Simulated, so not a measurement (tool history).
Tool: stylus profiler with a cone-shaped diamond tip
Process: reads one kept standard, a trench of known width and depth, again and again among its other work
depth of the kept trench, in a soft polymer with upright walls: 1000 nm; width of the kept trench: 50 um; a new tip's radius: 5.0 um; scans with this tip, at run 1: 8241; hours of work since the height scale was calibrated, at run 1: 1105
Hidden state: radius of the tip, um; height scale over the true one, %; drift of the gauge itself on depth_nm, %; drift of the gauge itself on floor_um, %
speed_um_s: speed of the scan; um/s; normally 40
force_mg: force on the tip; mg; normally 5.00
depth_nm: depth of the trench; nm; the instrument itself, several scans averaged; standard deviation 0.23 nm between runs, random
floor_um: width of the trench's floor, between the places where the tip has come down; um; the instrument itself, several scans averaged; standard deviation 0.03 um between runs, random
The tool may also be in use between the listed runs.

run	hour	speed_um_s	force_mg	scans with this tip	hours of work since the height scale was calibrated	depth_nm	floor_um
1	0.0	40	5.00	8241	1105	1033.32	40.12
2	16.3	40	5.00	8328	1116	1033.32	40.07
3	27.9	40	5.00	8391	1125	1032.85	40.09
4	44.1	40	5.00	8478	1136	1033.18	40.03
5	60.0	26	5.00	8563	1148	1033.26	40.05
6	70.1	26	5.00	8618	1155	1033.26	40.00
7	78.3	26	5.00	8662	1161	1032.88	40.05
8	86.1	26	5.00	8703	1167	1032.84	40.03
9	101.2	26	1.97	8785	1178	1020.95	39.89
10	118.3	26	1.97	8877	1190	1020.56	39.90
11	132.8	30	8.44	8955	1200	1044.38	39.96
12	142.7	77	3.32	9008	1207	1026.91	39.68
13	159.7	72	1.96	9099	1220	1020.86	39.58
14	175.8	62	12.22	9186	1231	1055.62	39.80
15	187.1	62	12.22	9246	1239	1055.92	39.74
16	199.5	105	9.09	9313	1248	1047.22	39.59

Alternative continuations, all from the tool just after run 16; predict every row:
A	214.7	130	9.09	9395	1259	?	?
B	214.7	12	4.58	9395	1259	?	?
C	214.7	11	2.46	9395	1259	?	?
D	214.7	15	14.69	9395	1259	?	?
E	214.7	40	10.33	9395	1259	?	?

run	depth_nm	floor_um
A	1047.43	39.48
B	1032.63	39.79
C	1023.78	39.84
D	1062.43	39.88
E	1050.38	39.79
Take away the tool's hidden state, keep each run's random variation, and the runs would have read:
run	depth_nm	floor_um
A	1040.54	43.63
B	1025.84	43.94
C	1017.05	43.99
D	1055.45	44.03
E	1043.48	43.95
